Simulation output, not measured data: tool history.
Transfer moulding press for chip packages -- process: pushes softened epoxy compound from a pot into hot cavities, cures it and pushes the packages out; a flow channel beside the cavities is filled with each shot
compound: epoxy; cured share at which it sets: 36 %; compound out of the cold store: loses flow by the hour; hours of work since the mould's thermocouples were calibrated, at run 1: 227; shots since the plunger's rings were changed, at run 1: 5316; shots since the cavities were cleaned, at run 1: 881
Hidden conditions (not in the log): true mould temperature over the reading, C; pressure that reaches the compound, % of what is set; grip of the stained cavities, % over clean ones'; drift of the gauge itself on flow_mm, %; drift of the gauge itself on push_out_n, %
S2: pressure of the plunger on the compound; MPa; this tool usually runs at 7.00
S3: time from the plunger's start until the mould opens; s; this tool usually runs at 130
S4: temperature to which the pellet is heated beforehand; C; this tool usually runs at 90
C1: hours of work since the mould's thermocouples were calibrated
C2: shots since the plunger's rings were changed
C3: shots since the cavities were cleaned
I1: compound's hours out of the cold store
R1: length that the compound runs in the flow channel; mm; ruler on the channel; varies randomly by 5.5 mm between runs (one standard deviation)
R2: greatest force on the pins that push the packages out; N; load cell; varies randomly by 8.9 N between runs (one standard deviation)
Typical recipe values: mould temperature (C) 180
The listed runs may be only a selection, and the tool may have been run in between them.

run 1 hour=0.0 | mould_temperature_(C)=180 S2=7.00 S3=130 S4=90 | C1=227 C2=5316 C3=881 | I1=44.7 | R1=627 R2=780
run 2 hour=12.1 | mould_temperature_(C)=180 S2=7.22 S3=130 S4=90 | C1=233 C2=5389 C3=954 | I1=35.6 | R1=673 R2=735
-- hour=16.3 cavities cleaned with cleaning compound and waxed
run 3 hour=26.4 | mould_temperature_(C)=180 S2=7.22 S3=130 S4=90 | C1=238 C2=5467 C3=62 | I1=41.2 | R1=652 R2=463
run 4 hour=35.2 | mould_temperature_(C)=180 S2=7.22 S3=130 S4=90 | C1=242 C2=5520 C3=115 | I1=14.0 | R1=743 R2=519
run 5 hour=46.8 | mould_temperature_(C)=180 S2=5.56 S3=130 S4=90 | C1=247 C2=5590 C3=185 | I1=23.7 | R1=624 R2=548
-- hour=59.1 plunger's sealing rings changed
run 6 hour=60.5 | mould_temperature_(C)=180 S2=5.56 S3=130 S4=90 | C1=252 C2=8 C3=253 | I1=18.6 | R1=679 R2=568
run 7 hour=74.6 | mould_temperature_(C)=180 S2=5.56 S3=130 S4=90 | C1=258 C2=93 C3=338 | I1=21.3 | R1=665 R2=637
run 8 hour=88.0 | mould_temperature_(C)=180 S2=5.56 S3=130 S4=90 | C1=264 C2=175 C3=420 | I1=34.4 | R1=626 R2=653
run 9 hour=97.0 | mould_temperature_(C)=180 S2=5.56 S3=130 S4=90 | C1=268 C2=230 C3=475 | I1=10.7 | R1=703 R2=670
run 10 hour=110.9 | mould_temperature_(C)=180 S2=7.00 S3=130 S4=90 | C1=274 C2=313 C3=558 | I1=43.5 | R1=667 R2=683
run 11 hour=126.0 | mould_temperature_(C)=180 S2=7.00 S3=130 S4=90 | C1=280 C2=405 C3=650 | I1=44.3 | R1=675 R2=729
run 12 hour=133.1 | mould_temperature_(C)=180 S2=7.00 S3=130 S4=90 | C1=283 C2=448 C3=693 | I1=16.8 | R1=766 R2=754
run 13 hour=143.4 | mould_temperature_(C)=180 S2=7.00 S3=130 S4=90 | C1=288 C2=511 C3=756 | I1=40.4 | R1=685 R2=756
run 14 hour=155.2 | mould_temperature_(C)=180 S2=7.00 S3=130 S4=90 | C1=293 C2=582 C3=827 | I1=24.9 | R1=734 R2=774
run 15 hour=164.3 | mould_temperature_(C)=180 S2=7.14 S3=130 S4=90 | C1=297 C2=637 C3=882 | I1=37.5 | R1=697 R2=743
run 16 hour=173.6 | mould_temperature_(C)=172 S2=5.41 S3=130 S4=84 | C1=301 C2=694 C3=939 | I1=34.7 | R1=624 R2=961
-- hour=180.5 cavities cleaned with cleaning compound and waxed
run 17 hour=185.6 | mould_temperature_(C)=180 S2=7.00 S3=135 S4=90 | C1=306 C2=758 C3=31 | I1=23.5 | R1=735 R2=431
run 18 hour=198.8 | mould_temperature_(C)=183 S2=5.89 S3=116 S4=99 | C1=311 C2=838 C3=111 | I1=9.3 | R1=709 R2=482
run 19 hour=208.0 | mould_temperature_(C)=185 S2=7.00 S3=130 S4=96 | C1=315 C2=893 C3=166 | I1=45.3 | R1=653 R2=524
run 20 hour=219.4 | mould_temperature_(C)=183 S2=7.00 S3=130 S4=90 | C1=320 C2=962 C3=235 | I1=46.8 | R1=644 R2=550
run 21 hour=227.5 | mould_temperature_(C)=183 S2=7.00 S3=130 S4=90 | C1=324 C2=1012 C3=285 | I1=17.2 | R1=738 R2=577
run 22 hour=234.5 | mould_temperature_(C)=183 S2=7.00 S3=130 S4=90 | C1=327 C2=1054 C3=327 | I1=21.1 | R1=740 R2=591
run 23 hour=241.4 | mould_temperature_(C)=185 S2=5.53 S3=130 S4=90 | C1=330 C2=1096 C3=369 | I1=22.2 | R1=640 R2=605
run 24 hour=253.7 | mould_temperature_(C)=185 S2=5.53 S3=130 S4=90 | C1=335 C2=1170 C3=443 | I1=24.5 | R1=630 R2=646
run 25 hour=263.0 | mould_temperature_(C)=187 S2=5.86 S3=130 S4=89 | C1=339 C2=1227 C3=500 | I1=26.4 | R1=656 R2=658
run 26 hour=271.9 | mould_temperature_(C)=187 S2=5.86 S3=130 S4=89 | C1=343 C2=1281 C3=554 | I1=26.5 | R1=645 R2=683
run 27 hour=280.1 | mould_temperature_(C)=187 S2=5.67 S3=166 S4=92 | C1=347 C2=1331 C3=604 | I1=47.5 | R1=581 R2=676
run 28 hour=287.2 | mould_temperature_(C)=187 S2=5.67 S3=127 S4=94 | C1=350 C2=1373 C3=646 | I1=14.3 | R1=680 R2=722

Alternative continuations, all from the tool just after run 28; predict every row:
run A hour=300.1 | mould_temperature_(C)=186 S2=5.67 S3=127 S4=92 | C1=355 C2=1452 C3=725 | I1=23.1 | R1=? R2=?
run B hour=300.1 | mould_temperature_(C)=187 S2=8.58 S3=127 S4=94 | C1=355 C2=1452 C3=725 | I1=28.5 | R1=? R2=?
run C hour=300.1 | mould_temperature_(C)=177 S2=5.92 S3=127 S4=91 | C1=355 C2=1452 C3=725 | I1=32.7 | R1=? R2=?

run=A R1=653 R2=699
run=B R1=777 R2=727
run=C R1=645 R2=779
Without the tool's hidden state the same runs would have given:
run=A R1=666 R2=371
run=B R1=792 R2=385
run=C R1=658 R2=424
